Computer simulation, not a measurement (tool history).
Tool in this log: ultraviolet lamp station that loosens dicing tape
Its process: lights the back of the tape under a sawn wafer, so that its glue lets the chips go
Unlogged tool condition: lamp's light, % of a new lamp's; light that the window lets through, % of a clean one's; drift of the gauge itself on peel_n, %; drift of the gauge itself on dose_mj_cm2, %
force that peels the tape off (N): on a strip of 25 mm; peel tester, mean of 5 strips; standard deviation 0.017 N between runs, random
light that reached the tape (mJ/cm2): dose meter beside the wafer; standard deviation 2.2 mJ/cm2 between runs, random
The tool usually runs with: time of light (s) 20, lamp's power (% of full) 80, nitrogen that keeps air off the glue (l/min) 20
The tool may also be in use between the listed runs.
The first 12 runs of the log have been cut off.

| run | day | time of light (s) | lamp's power (% of full) | nitrogen that keeps air off the glue (l/min) | hours of work of the lamp | hours of work since the window was cleaned | force that peels the tape off (N) | light that reached the tape (mJ/cm2) |
|---|---|---|---|---|---|---|---|---|
| 13 | 14.346 | 20 | 80 | 11 | 371 | 136 | 1.449 | 172 |
| 14 | 15.05 | 20 | 67 | 20 | 382 | 147 | 1.574 | 146 |
| 15 | 16.275 | 20 | 67 | 20 | 403 | 168 | 1.561 | 142 |
| 16 | 17.671 | 20 | 67 | 20 | 426 | 191 | 1.588 | 140 |
| 17 | 19.304 | 20 | 67 | 20 | 453 | 218 | 1.7 | 136 |
| 18 | 20.054 | 20 | 67 | 20 | 465 | 230 | 1.68 | 142 |
| 19 | 20.796 | 20 | 67 | 20 | 477 | 243 | 1.679 | 140 |
| 20 | 21.817 | 20 | 80 | 20 | 494 | 260 | 1.264 | 158 |
| 21 | 22.921 | 20 | 80 | 20 | 513 | 278 | 1.287 | 160 |
| 22 | 23.75 | 20 | 65 | 20 | 526 | 292 | 1.802 | 131 |
| 23 | 25.271 | 23 | 80 | 20 | 552 | 317 | 1.073 | 184 |
| 24 | 26.158 | 37 | 95 | 8 | 566 | 332 | 0.48 | 343 |
| 25 | 27.688 | 34 | 86 | 7 | 592 | 357 | 0.818 | 282 |
| 26 | 28.888 | 34 | 73 | 19 | 611 | 377 | 0.635 | 226 |
|  | 29.121 | window cleaned of glue's vapour |
| 27 | 30.362 | 12 | 85 | 39 | 636 | 21 | 2.143 | 105 |
| 28 | 31.758 | 29 | 84 | 37 | 659 | 44 | 0.413 | 240 |
| 29 | 32.604 | 26 | 86 | 16 | 673 | 58 | 0.753 | 223 |
| 30 | 33.85 | 20 | 97 | 14 | 693 | 78 | 1.151 | 184 |
| 31 | 35.392 | 12 | 80 | 20 | 719 | 104 | 2.93 | 94 |
| 32 | 36.996 | 12 | 80 | 20 | 746 | 130 | 2.814 | 92 |
| 33 | 37.825 | 24 | 92 | 7 | 759 | 144 | 1.366 | 207 |
| 34 | 38.962 | 24 | 83 | 7 | 778 | 163 | 1.644 | 186 |
| 35 | 39.862 | 21 | 83 | 29 | 793 | 178 | 1.131 | 160 |

Run 36 has not been measured yet. What should we expect?
| 36 | 40.596 | 22 | 61 | 7 | 805 | 190 | ? | ? |

force that peels the tape off (N): 2.921
light that reached the tape (mJ/cm2): 125
Take away the tool's hidden state, keep the run-to-run variation as it was, and the same run would have given force that peels the tape off (N) 1.944, light that reached the tape (mJ/cm2) 174.
